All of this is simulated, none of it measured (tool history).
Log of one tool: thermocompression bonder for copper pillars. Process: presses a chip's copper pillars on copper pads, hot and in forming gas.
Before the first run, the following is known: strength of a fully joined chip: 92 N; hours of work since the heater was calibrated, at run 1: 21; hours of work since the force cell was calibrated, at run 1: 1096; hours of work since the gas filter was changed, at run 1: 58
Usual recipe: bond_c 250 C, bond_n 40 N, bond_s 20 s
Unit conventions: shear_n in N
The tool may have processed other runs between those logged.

run,day,bond_c,bond_n,bond_s,hours of work since the heater was calibrated,hours of work since the force cell was calibrated,hours of work since the gas filter was changed,shear_n
1,0,250,40,20,21,1096,58,52.7
2,1.575,250,40,20,44,1119,81,51.1
3,2.375,263,40,20,55,1130,92,62.5
4,3.55,263,40,20,72,1147,109,60.5
5,4.458,227,40,20,85,1160,122,34.8
6,5.558,227,40,20,101,1176,138,34.7
7,7.146,250,40,20,123,1198,161,50.4
8,8.35,250,40,20,141,1216,178,49.7
9,10.304,250,40,14,169,1244,206,44.3
10,11.104,250,40,14,180,1255,217,42.8
11,12.275,250,40,20,197,1272,234,47.8
12,13.167,250,40,20,210,1285,247,47.5
13,14,250,40,20,222,1297,259,48.2
14,14.954,254,40,20,235,1310,273,50.3
15,16.183,250,40,20,253,1328,290,47
16,17.954,250,40,20,278,1353,316,46
# day 18.292: forming gas filter changed
17,19.162,250,40,20,295,1370,12,48.5
18,19.967,250,40,20,307,1382,24,46.6
19,21.162,250,40,20,324,1399,41,47.9
20,22.908,250,40,20,349,1424,66,46.8
21,24.262,250,40,20,368,1443,86,46.4
22,26.025,265,26,43,394,1469,111,52.1
# day 26.192: heater calibrated with a thermocouple chip
23,27.512,242,41,37,19,1489,131,47.7
24,28.388,274,33,35,31,1501,143,60.8
25,29.696,274,33,15,50,1520,162,46.4
26,31.533,264,37,18,77,1546,189,46.5
# day 32.583: heater calibrated with a thermocouple chip, once more
27,33.083,236,29,24,7,1567,210,32.9
28,34.317,236,29,24,25,1585,227,32.1
29,35.762,236,29,24,46,1606,248,31.8
# day 36.438: force cell calibrated
30,37.679,236,29,24,72,18,275,34.6
31,38.467,223,29,59,83,29,286,38.4
32,39.454,274,40,16,98,43,300,65.9
# day 40.838: forming gas filter changed
33,41.312,274,40,16,124,70,7,66.4
34,43.238,250,40,30,151,97,34,60.9
35,44.758,250,40,30,173,119,56,59.5
36,45.975,243,40,20,191,136,74,46.2
37,46.8,268,47,20,203,148,85,73
38,48.262,250,33,13,223,169,106,38.8
39,49.388,250,33,13,240,185,123,38.1
40,50.471,265,33,24,255,201,138,57.8

Consider 3 possible next runs. They are alternatives, not a sequence: every one starts from the tool as it was left by run 40. What does each give?
A,51.429,221,50,20,269,215,152,?
B,51.429,250,49,20,269,215,152,?
C,51.429,250,40,41,269,215,152,?

run,shear_n
A,36.9
B,58.8
C,62
With the hidden condition removed and each run's random variation left untouched, the same runs would have given:
run,shear_n
A,40.6
B,63
C,66.2
